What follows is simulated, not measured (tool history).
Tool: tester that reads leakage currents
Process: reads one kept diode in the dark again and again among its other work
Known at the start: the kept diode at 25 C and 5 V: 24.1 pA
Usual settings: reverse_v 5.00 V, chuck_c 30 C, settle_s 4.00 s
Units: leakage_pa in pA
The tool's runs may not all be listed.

run	hour	reverse_v	chuck_c	settle_s	leakage_pa
1	0.0	5.00	30	4.00	41.08
2	55.5	5.00	47	4.00	122.09
3	93.4	5.00	47	4.00	121.46
4	144.2	5.00	30	0.82	43.48
# hour 166.1: chuck's temperature calibrated
5	192.2	5.00	30	0.82	40.73
6	237.3	5.00	30	0.82	40.92
7	280.9	5.00	30	0.82	41.13
8	305.4	5.00	30	0.82	41.00
9	355.0	5.00	30	0.82	41.31
10	400.7	9.36	30	0.82	55.80
11	431.6	5.00	53	4.00	166.11
12	479.4	5.00	53	4.00	166.43
13	515.3	5.00	53	4.00	166.01
14	552.6	5.00	30	6.64	39.59
15	593.1	1.29	30	2.18	23.27
16	632.4	1.29	30	2.18	23.28
17	656.7	1.29	30	2.18	23.24
18	688.6	5.00	30	1.86	40.86
19	730.5	5.00	30	1.86	40.98
20	768.9	3.32	30	5.89	33.84
21	804.4	3.32	30	5.89	33.93
# hour 822.9: probe card cleaned and baked
22	857.2	5.00	54	3.32	172.77
23	885.7	5.00	30	0.68	38.34
24	930.8	8.91	21	1.57	25.23

5 ways to go on from here, each from the tool as it stands after run 24. What would each give?
A	984.3	5.00	26	1.82	?
B	984.3	10.99	34	4.00	?
C	984.3	8.91	21	5.41	?
D	984.3	8.91	22	1.57	?
E	984.3	7.39	21	0.62	?

run	leakage_pa
A	27.93
B	63.67
C	23.68
D	27.08
E	26.24
Without the tool's hidden state the same runs would have given:
run	leakage_pa
A	27.12
B	61.88
C	22.62
D	25.98
E	25.30
